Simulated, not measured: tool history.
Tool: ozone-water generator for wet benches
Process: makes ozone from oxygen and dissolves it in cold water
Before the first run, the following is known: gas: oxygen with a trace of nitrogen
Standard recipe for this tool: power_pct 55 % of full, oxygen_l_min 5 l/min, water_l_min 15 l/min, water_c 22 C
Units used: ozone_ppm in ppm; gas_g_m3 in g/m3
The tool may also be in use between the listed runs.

run 1 day=0 | power_pct=55 oxygen_l_min=5 water_l_min=15 water_c=22 | ozone_ppm=23.1 gas_g_m3=222.3
run 2 day=2.862 | power_pct=55 oxygen_l_min=5 water_l_min=15 water_c=22 | ozone_ppm=23.3 gas_g_m3=222.9
run 3 day=4.617 | power_pct=67 oxygen_l_min=5 water_l_min=15 water_c=22 | ozone_ppm=27.1 gas_g_m3=261.5
run 4 day=6.383 | power_pct=67 oxygen_l_min=5 water_l_min=15 water_c=22 | ozone_ppm=26.9 gas_g_m3=260.6
run 5 day=9.383 | power_pct=55 oxygen_l_min=5 water_l_min=10 water_c=22 | ozone_ppm=30.8 gas_g_m3=220.8
run 6 day=11.588 | power_pct=55 oxygen_l_min=5 water_l_min=10 water_c=22 | ozone_ppm=30.8 gas_g_m3=224.8
run 7 day=14.708 | power_pct=55 oxygen_l_min=5 water_l_min=10 water_c=22 | ozone_ppm=30.6 gas_g_m3=220.8
run 8 day=16.608 | power_pct=55 oxygen_l_min=5 water_l_min=15 water_c=22 | ozone_ppm=22.8 gas_g_m3=220.2
run 9 day=18.704 | power_pct=55 oxygen_l_min=5 water_l_min=15 water_c=20 | ozone_ppm=23.6 gas_g_m3=220.9
run 10 day=20.808 | power_pct=55 oxygen_l_min=2.73 water_l_min=15 water_c=20 | ozone_ppm=21.2 gas_g_m3=285
run 11 day=23.046 | power_pct=55 oxygen_l_min=2.73 water_l_min=15 water_c=20 | ozone_ppm=21.3 gas_g_m3=282.4
run 12 day=25.129 | power_pct=55 oxygen_l_min=2.73 water_l_min=13 water_c=20 | ozone_ppm=24.6 gas_g_m3=280.3
run 13 day=27.692 | power_pct=55 oxygen_l_min=5 water_l_min=15 water_c=22 | ozone_ppm=22.8 gas_g_m3=219.7
run 14 day=29.3 | power_pct=55 oxygen_l_min=5 water_l_min=24 water_c=22 | ozone_ppm=14.8 gas_g_m3=220.9
run 15 day=31.517 | power_pct=55 oxygen_l_min=5 water_l_min=24 water_c=20 | ozone_ppm=15.1 gas_g_m3=220.2
-- day=33.067 contactor cleaned
run 16 day=33.283 | power_pct=55 oxygen_l_min=5 water_l_min=15 water_c=22 | ozone_ppm=24.1 gas_g_m3=219.8
run 17 day=35.479 | power_pct=55 oxygen_l_min=5 water_l_min=15 water_c=22 | ozone_ppm=23.8 gas_g_m3=221
run 18 day=37.296 | power_pct=55 oxygen_l_min=3.64 water_l_min=15 water_c=23 | ozone_ppm=22.9 gas_g_m3=248.3
run 19 day=40.892 | power_pct=55 oxygen_l_min=7.65 water_l_min=11 water_c=22 | ozone_ppm=29.5 gas_g_m3=185.9
run 20 day=44.3 | power_pct=55 oxygen_l_min=7.65 water_l_min=17 water_c=19 | ozone_ppm=23.6 gas_g_m3=186.1
run 21 day=47.317 | power_pct=55 oxygen_l_min=7.65 water_l_min=17 water_c=19 | ozone_ppm=23.1 gas_g_m3=185.1
run 22 day=50.296 | power_pct=55 oxygen_l_min=7.65 water_l_min=17 water_c=19 | ozone_ppm=23 gas_g_m3=183.1
run 23 day=53.229 | power_pct=42 oxygen_l_min=7.65 water_l_min=17 water_c=19 | ozone_ppm=18.9 gas_g_m3=147.5
-- day=53.579 water thermometer calibrated
run 24 day=55.742 | power_pct=62 oxygen_l_min=6.51 water_l_min=21 water_c=24 | ozone_ppm=19.5 gas_g_m3=212.3
run 25 day=58.338 | power_pct=90 oxygen_l_min=7.4 water_l_min=9 water_c=22 | ozone_ppm=46.5 gas_g_m3=263.2
run 26 day=61.546 | power_pct=86 oxygen_l_min=5.47 water_l_min=11 water_c=21 | ozone_ppm=42.2 gas_g_m3=290.8
run 27 day=63.15 | power_pct=86 oxygen_l_min=2.71 water_l_min=11 water_c=22 | ozone_ppm=40.1 gas_g_m3=385.2
run 28 day=64.912 | power_pct=86 oxygen_l_min=2.71 water_l_min=11 water_c=22 | ozone_ppm=39.6 gas_g_m3=382.6
run 29 day=66.575 | power_pct=45 oxygen_l_min=5 water_l_min=15 water_c=19 | ozone_ppm=21 gas_g_m3=184.7
run 30 day=68.758 | power_pct=54 oxygen_l_min=2.51 water_l_min=19 water_c=17 | ozone_ppm=17.4 gas_g_m3=281.9
-- day=70.079 water thermometer calibrated, once more
run 31 day=70.729 | power_pct=65 oxygen_l_min=5.25 water_l_min=15 water_c=22 | ozone_ppm=26.9 gas_g_m3=240.8
run 32 day=72.529 | power_pct=78 oxygen_l_min=3.32 water_l_min=15 water_c=22 | ozone_ppm=28.8 gas_g_m3=326.6
run 33 day=75.588 | power_pct=48 oxygen_l_min=3.32 water_l_min=24 water_c=27 | ozone_ppm=12.2 gas_g_m3=225.7
run 34 day=77.096 | power_pct=47 oxygen_l_min=2.64 water_l_min=20 water_c=27 | ozone_ppm=13.5 gas_g_m3=247.8

For some of the steps in ozone_ppm from one run to the next: how much would appear even if the tool had no hidden state, given the settings, what came in and random variation, and how much remains for the hidden state plus any gauge scatter that the measured result and the result without hidden state don't share?
The hidden state here: yield of the discharge, % of new electrodes'; contactor's efficiency, % of a clean one's; true water temperature over the reading, C; drift of the gauge itself on ozone_ppm, %; drift of the gauge itself on gas_g_m3, %.
Run 24 -> 25: power_pct 62 -> 90, oxygen_l_min 6.51 -> 7.4, water_l_min 21 -> 9, water_c 24 -> 22. ozone_ppm +27 ppm: hidden state -3.2, all else +30.2.
Run 28 -> 29: power_pct 86 -> 45, oxygen_l_min 2.71 -> 5, water_l_min 11 -> 15, water_c 22 -> 19. ozone_ppm -18.6 ppm: hidden state +2.8, all else -21.4.
Run 32 -> 33: power_pct 78 -> 48, water_l_min 15 -> 24, water_c 22 -> 27. ozone_ppm -16.6 ppm: hidden state +2.2, all else -18.8.
